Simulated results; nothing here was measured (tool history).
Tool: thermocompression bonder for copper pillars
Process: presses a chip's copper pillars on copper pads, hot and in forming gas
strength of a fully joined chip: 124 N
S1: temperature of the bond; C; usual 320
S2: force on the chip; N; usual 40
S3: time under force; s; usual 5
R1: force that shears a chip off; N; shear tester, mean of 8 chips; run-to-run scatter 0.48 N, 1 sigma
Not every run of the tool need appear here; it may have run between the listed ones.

| run | hour | S1 | S2 | S3 | R1 |
|---|---|---|---|---|---|
| 1 | 0 | 320 | 40 | 5 | 71.6 |
| 2 | 55.1 | 320 | 40 | 8 | 79.2 |
| 3 | 86.2 | 320 | 41 | 5 | 70.7 |
| 4 | 140.1 | 320 | 41 | 5 | 68.6 |
| 5 | 184.1 | 320 | 40 | 5 | 65.3 |
|  | 216.5 | forming gas filter changed |
| 6 | 238.5 | 320 | 40 | 5 | 72.4 |
| 7 | 296.9 | 320 | 40 | 5 | 70 |
| 8 | 324 | 320 | 40 | 5 | 69.4 |
| 9 | 366.8 | 320 | 40 | 5 | 68.2 |
| 10 | 397.9 | 320 | 40 | 5 | 67.9 |
|  | 435.1 | forming gas filter changed |
| 11 | 452.1 | 320 | 40 | 5 | 73.4 |
| 12 | 493 | 320 | 40 | 5 | 72.7 |
| 13 | 541.7 | 320 | 40 | 5 | 71.6 |
| 14 | 600.4 | 320 | 40 | 5 | 69.7 |
| 15 | 632.2 | 320 | 40 | 5 | 69.2 |
|  | 651.6 | forming gas filter changed |
|  | 657.7 | heater calibrated with a thermocouple chip |
| 16 | 661.7 | 320 | 40 | 5 | 66.6 |
| 17 | 710.9 | 320 | 40 | 5 | 67.5 |
| 18 | 765.2 | 320 | 40 | 9 | 77.9 |
| 19 | 797.3 | 320 | 40 | 9 | 76.7 |
| 20 | 857.6 | 328 | 40 | 13 | 86 |
|  | 872.4 | forming gas filter changed |
| 21 | 905.6 | 328 | 40 | 3 | 63.6 |
| 22 | 930.7 | 320 | 25 | 3 | 33.8 |
| 23 | 955.5 | 320 | 25 | 3 | 33.4 |
| 24 | 1001.5 | 320 | 40 | 5 | 66.1 |
| 25 | 1042.1 | 320 | 40 | 5 | 65.2 |
|  | 1089.8 | forming gas filter changed |
| 26 | 1089.8 | 320 | 31 | 5 | 54.8 |
|  | 1141.1 | force cell calibrated |
| 27 | 1145 | 348 | 27 | 3 | 50.3 |
| 28 | 1199.2 | 348 | 27 | 3 | 48.5 |
| 29 | 1227.9 | 330 | 54 | 6 | 93.2 |
| 30 | 1275.7 | 295 | 34 | 8 | 49 |
|  | 1308.6 | forming gas filter changed |
| 31 | 1323.9 | 318 | 51 | 9 | 96.1 |
| 32 | 1375.4 | 320 | 52 | 3 | 75.8 |
| 33 | 1429.8 | 320 | 46 | 5 | 76.9 |
| 34 | 1479.5 | 320 | 46 | 5 | 74.6 |
| 35 | 1519.7 | 306 | 28 | 8 | 45.9 |
|  | 1525.9 | forming gas filter changed |
| 36 | 1547.1 | 295 | 40 | 6 | 59.3 |
| 37 | 1574.6 | 293 | 40 | 6 | 57.2 |
| 38 | 1631.2 | 293 | 40 | 6 | 56 |

Branching from run 38: 5 alternative next runs. What would each branch give?
| A | 1658.8 | 305 | 25 | 6 | ? |
| B | 1658.8 | 336 | 34 | 12 | ? |
| C | 1658.8 | 293 | 40 | 4 | ? |
| D | 1658.8 | 320 | 45 | 3 | ? |
| E | 1658.8 | 314 | 27 | 5 | ? |

| run | R1 |
|---|---|
| A | 37.3 |
| B | 86.6 |
| C | 48.1 |
| D | 66.5 |
| E | 42.9 |
Take away the tool's hidden state, keep each run's random variation, and the runs would have read:
| run | R1 |
|---|---|
| A | 34.5 |
| B | 85.7 |
| C | 44.7 |
| D | 63.7 |
| E | 40 |

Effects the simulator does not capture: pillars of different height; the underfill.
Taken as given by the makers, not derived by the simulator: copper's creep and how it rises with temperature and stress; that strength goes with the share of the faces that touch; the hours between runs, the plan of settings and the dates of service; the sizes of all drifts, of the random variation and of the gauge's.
